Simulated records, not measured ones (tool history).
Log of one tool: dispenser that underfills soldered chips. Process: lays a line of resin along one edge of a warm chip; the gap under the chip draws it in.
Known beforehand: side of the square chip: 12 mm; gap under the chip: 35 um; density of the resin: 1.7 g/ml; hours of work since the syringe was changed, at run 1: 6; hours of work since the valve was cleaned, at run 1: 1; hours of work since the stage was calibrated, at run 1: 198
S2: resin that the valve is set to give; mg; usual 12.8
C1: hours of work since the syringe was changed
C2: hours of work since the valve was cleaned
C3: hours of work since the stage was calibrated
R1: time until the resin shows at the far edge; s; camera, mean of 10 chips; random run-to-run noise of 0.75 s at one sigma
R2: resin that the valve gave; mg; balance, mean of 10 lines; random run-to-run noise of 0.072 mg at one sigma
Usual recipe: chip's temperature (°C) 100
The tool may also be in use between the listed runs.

Run 1, day 0.000: usual settings; C1 6; C2 1; C3 198. Result: R1 113.0 s, R2 12.80 mg.
At day 0.071: new syringe of resin.
Run 2, day 0.425: usual settings but chip's temperature (°C) 86; C1 6; C2 8; C3 205. Result: R1 204.9 s, R2 12.73 mg.
At day 0.542: new syringe of resin.
Run 3, day 0.879: usual settings but chip's temperature (°C) 86; C1 6; C2 15; C3 212. Result: R1 195.6 s, R2 12.65 mg.
At day 1.008: new syringe of resin.
Run 4, day 1.196: usual settings; C1 3; C2 20; C3 217. Result: R1 88.9 s, R2 12.57 mg.
Run 5, day 1.438: usual settings; C1 7; C2 24; C3 221. Result: R1 116.9 s, R2 12.46 mg.
At day 1.479: new syringe of resin.
Run 6, day 1.662: usual settings; C1 3; C2 28; C3 224. Result: R1 89.1 s, R2 12.54 mg.
Run 7, day 1.892: usual settings but S2 13.0 mg; C1 7; C2 32; C3 228. Result: R1 117.1 s, R2 12.79 mg.
At day 1.929: new syringe of resin.
Run 8, day 2.217: usual settings; C1 5; C2 37; C3 233. Result: R1 102.4 s, R2 12.51 mg.
At day 2.379: new syringe of resin.
Run 9, day 2.517: usual settings but chip's temperature (°C) 102; C1 2; C2 41; C3 238. Result: R1 79.6 s, R2 12.49 mg.
At day 2.838: new syringe of resin.
Run 10, day 2.929: usual settings but chip's temperature (°C) 105; C1 1; C2 48; C3 245. Result: R1 63.0 s, R2 12.31 mg.
Run 11, day 3.208: usual settings; C1 6; C2 53; C3 249. Result: R1 108.3 s, R2 12.31 mg.
At day 3.308: new syringe of resin.
Run 12, day 3.471: usual settings; C1 3; C2 57; C3 253. Result: R1 88.8 s, R2 12.28 mg.
At day 3.758: new syringe of resin.
Run 13, day 3.758: usual settings; C1 0; C2 61; C3 258. Result: R1 70.8 s, R2 12.23 mg.
At day 4.208: new syringe of resin.
Run 14, day 4.217: usual settings; C1 0; C2 69; C3 265. Result: R1 72.7 s, R2 12.24 mg.
Run 15, day 4.550: usual settings; C1 6; C2 74; C3 271. Result: R1 106.8 s, R2 12.01 mg.
At day 4.675: new syringe of resin.
Run 16, day 4.767: usual settings but S2 12.0 mg; C1 2; C2 78; C3 274. Result: R1 82.1 s, R2 11.42 mg.
Run 17, day 5.046: usual settings but S2 12.0 mg; C1 6; C2 82; C3 279. Result: R1 113.8 s, R2 11.25 mg.
At day 5.121: new syringe of resin.
Run 18, day 5.262: usual settings but chip's temperature (°C) 103, S2 11.0 mg; C1 2; C2 86; C3 282. Result: R1 80.5 s, R2 10.32 mg.
At day 5.579: new syringe of resin.
Run 19, day 5.638: usual settings but chip's temperature (°C) 103, S2 11.0 mg; C1 1; C2 92; C3 288. Result: R1 71.1 s, R2 10.26 mg.
At day 6.042: new syringe of resin.
Run 20, day 6.042: usual settings but S2 14.9 mg; C1 0; C2 98; C3 295. Result: R1 71.3 s, R2 13.90 mg.
Run 21, day 6.246: usual settings but chip's temperature (°C) 95, S2 12.1 mg; C1 3; C2 101; C3 298. Result: R1 116.3 s, R2 11.23 mg.
At day 6.517: new syringe of resin.
Run 22, day 6.600: usual settings but chip's temperature (°C) 103, S2 10.9 mg; C1 1; C2 107; C3 304. Result: R1 74.5 s, R2 10.26 mg.
At day 6.992: new syringe of resin.
Run 23, day 7.050: usual settings but chip's temperature (°C) 102, S2 12.6 mg; C1 1; C2 114; C3 311. Result: R1 72.2 s, R2 11.58 mg.
At day 7.471: new syringe of resin.
Run 24, day 7.479: usual settings but chip's temperature (°C) 99, S2 13.2 mg; C1 0; C2 121; C3 318. Result: R1 78.3 s, R2 12.07 mg.
Run 25, day 7.892: usual settings but chip's temperature (°C) 114, S2 15.9 mg; C1 7; C2 128; C3 325. Result: R1 66.4 s, R2 14.40 mg.
At day 7.925: new syringe of resin.
Run 26, day 8.121: usual settings but chip's temperature (°C) 99; C1 3; C2 132; C3 328. Result: R1 100.4 s, R2 11.64 mg.
At day 8.392: new syringe of resin.
Run 27, day 8.417: usual settings but chip's temperature (°C) 86, S2 12.5 mg; C1 0; C2 136; C3 333. Result: R1 145.0 s, R2 11.29 mg.
Run 28, day 8.604: usual settings but chip's temperature (°C) 85, S2 14.1 mg; C1 3; C2 139; C3 336. Result: R1 183.2 s, R2 12.73 mg.
At day 8.850: new syringe of resin.
Run 29, day 8.962: usual settings but chip's temperature (°C) 111, S2 15.7 mg; C1 2; C2 145; C3 342. Result: R1 51.2 s, R2 14.20 mg.
At day 9.250: dispensing valve cleaned and set on the balance.
At day 9.358: new syringe of resin.
Run 30, day 9.362: usual settings but chip's temperature (°C) 107, S2 15.7 mg; C1 0; C2 2; C3 347. Result: R1 53.3 s, R2 15.70 mg.
Run 31, day 9.725: usual settings but chip's temperature (°C) 107, S2 15.7 mg; C1 6; C2 8; C3 353. Result: R1 81.3 s, R2 15.77 mg.
At day 9.808: new syringe of resin.
Run 32, day 10.117: usual settings but chip's temperature (°C) 107, S2 13.9 mg; C1 5; C2 14; C3 360. Result: R1 76.7 s, R2 13.73 mg.
At day 10.279: new syringe of resin.
Run 33, day 10.367: usual settings but chip's temperature (°C) 110, S2 12.4 mg; C1 1; C2 18; C3 364. Result: R1 54.8 s, R2 12.43 mg.
Run 34, day 10.667: usual settings but chip's temperature (°C) 110, S2 12.4 mg; C1 6; C2 23; C3 369. Result: R1 77.6 s, R2 12.24 mg.

Alternative continuations, all from the tool just after run 34; predict every row:
At day 10.742: new syringe of resin.
Run A, day 11.083: usual settings but chip's temperature (°C) 97, S2 15.7 mg; C1 6; C2 29; C3 375. Result: R1 ?, R2 ?.
At day 10.742: new syringe of resin.
Run B, day 11.083: usual settings but chip's temperature (°C) 88; C1 6; C2 29; C3 375. Result: R1 ?, R2 ?.
At day 10.742: new syringe of resin.
Run C, day 11.083: usual settings but chip's temperature (°C) 105, S2 12.0 mg; C1 6; C2 29; C3 375. Result: R1 ?, R2 ?.

run     R1     R2
  A  120.5  15.40
  B  184.0  12.60
  C   89.1  11.84
Had the tool no hidden state, the same runs would have come out as:
run     R1     R2
  A   76.3  15.67
  B  115.8  12.82
  C   56.3  12.05
